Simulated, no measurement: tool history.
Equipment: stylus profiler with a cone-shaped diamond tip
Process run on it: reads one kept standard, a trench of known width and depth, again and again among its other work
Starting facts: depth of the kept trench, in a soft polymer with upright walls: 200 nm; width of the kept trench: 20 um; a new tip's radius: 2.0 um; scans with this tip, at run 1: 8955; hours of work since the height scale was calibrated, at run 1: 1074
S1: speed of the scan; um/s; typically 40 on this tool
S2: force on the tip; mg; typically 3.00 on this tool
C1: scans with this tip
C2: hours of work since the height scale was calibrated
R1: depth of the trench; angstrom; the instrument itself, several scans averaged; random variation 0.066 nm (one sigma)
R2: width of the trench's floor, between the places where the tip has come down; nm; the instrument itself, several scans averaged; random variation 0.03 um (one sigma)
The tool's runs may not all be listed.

{"run": 1, "day": 0.0, "S1": 40, "S2": 3.0, "C1": 8955, "C2": 1074, "R1": 2030.0, "R2": 17080}
{"run": 2, "day": 1.838, "S1": 40, "S2": 3.0, "C1": 9137, "C2": 1096, "R1": 2029.9, "R2": 17030}
{"run": 3, "day": 3.471, "S1": 107, "S2": 3.0, "C1": 9298, "C2": 1115, "R1": 2030.5, "R2": 16660}
{"run": 4, "day": 4.617, "S1": 107, "S2": 3.0, "C1": 9411, "C2": 1129, "R1": 2028.8, "R2": 16650}
{"run": 5, "day": 6.983, "S1": 107, "S2": 3.27, "C1": 9645, "C2": 1157, "R1": 2031.2, "R2": 16650}
{"run": 6, "day": 8.162, "S1": 40, "S2": 3.0, "C1": 9761, "C2": 1171, "R1": 2029.4, "R2": 17010}
{"run": 7, "day": 9.838, "S1": 40, "S2": 3.0, "C1": 9927, "C2": 1191, "R1": 2028.3, "R2": 16950}
{"run": 8, "day": 11.054, "S1": 40, "S2": 3.0, "C1": 10047, "C2": 1205, "R1": 2028.7, "R2": 16930}
{"run": 9, "day": 12.658, "S1": 40, "S2": 3.0, "C1": 10205, "C2": 1224, "R1": 2027.8, "R2": 16960}
{"run": 10, "day": 14.379, "S1": 40, "S2": 3.0, "C1": 10375, "C2": 1245, "R1": 2028.6, "R2": 16880}
{"run": 11, "day": 16.658, "S1": 40, "S2": 3.0, "C1": 10600, "C2": 1272, "R1": 2027.9, "R2": 16850}
{"day": 18.367, "done": "height scale calibrated on a step standard"}
{"run": 12, "day": 18.546, "S1": 40, "S2": 3.0, "C1": 10785, "C2": 2, "R1": 2026.7, "R2": 16880}
{"run": 13, "day": 19.654, "S1": 18, "S2": 3.0, "C1": 10894, "C2": 15, "R1": 2025.5, "R2": 16980}
{"run": 14, "day": 21.642, "S1": 18, "S2": 3.0, "C1": 11090, "C2": 39, "R1": 2025.6, "R2": 16980}
{"run": 15, "day": 23.512, "S1": 18, "S2": 3.0, "C1": 11275, "C2": 61, "R1": 2025.1, "R2": 16930}
{"run": 16, "day": 25.571, "S1": 18, "S2": 3.0, "C1": 11478, "C2": 85, "R1": 2025.3, "R2": 16930}
{"day": 27.179, "done": "height scale calibrated on a step standard, once more"}
{"run": 17, "day": 27.638, "S1": 40, "S2": 3.0, "C1": 11680, "C2": 5, "R1": 2038.8, "R2": 16780}
{"day": 29.979, "done": "new tip fitted, height scale calibrated"}
{"run": 18, "day": 29.979, "S1": 40, "S2": 3.0, "C1": 0, "C2": 0, "R1": 2038.4, "R2": 18090}
{"run": 19, "day": 31.196, "S1": 17, "S2": 3.0, "C1": 120, "C2": 14, "R1": 2038.1, "R2": 18200}
{"run": 20, "day": 33.0, "S1": 17, "S2": 3.0, "C1": 299, "C2": 36, "R1": 2037.7, "R2": 18140}
{"run": 21, "day": 34.212, "S1": 153, "S2": 3.0, "C1": 418, "C2": 50, "R1": 2038.6, "R2": 17440}
{"run": 22, "day": 35.508, "S1": 153, "S2": 3.0, "C1": 546, "C2": 66, "R1": 2039.1, "R2": 17360}
{"run": 23, "day": 36.667, "S1": 153, "S2": 2.85, "C1": 661, "C2": 79, "R1": 2035.7, "R2": 17350}

Run 24 has not been measured yet. What should we expect?
{"run": 24, "day": 38.329, "S1": 153, "S2": 2.85, "C1": 825, "C2": 99, "R1": "?", "R2": "?"}

R1: 2036.3 angstrom
R2: 17270 nm
If the tool had no hidden condition, the same run with the same run-to-run variation would have returned R1 2037.3 angstrom, R2 17350 nm.
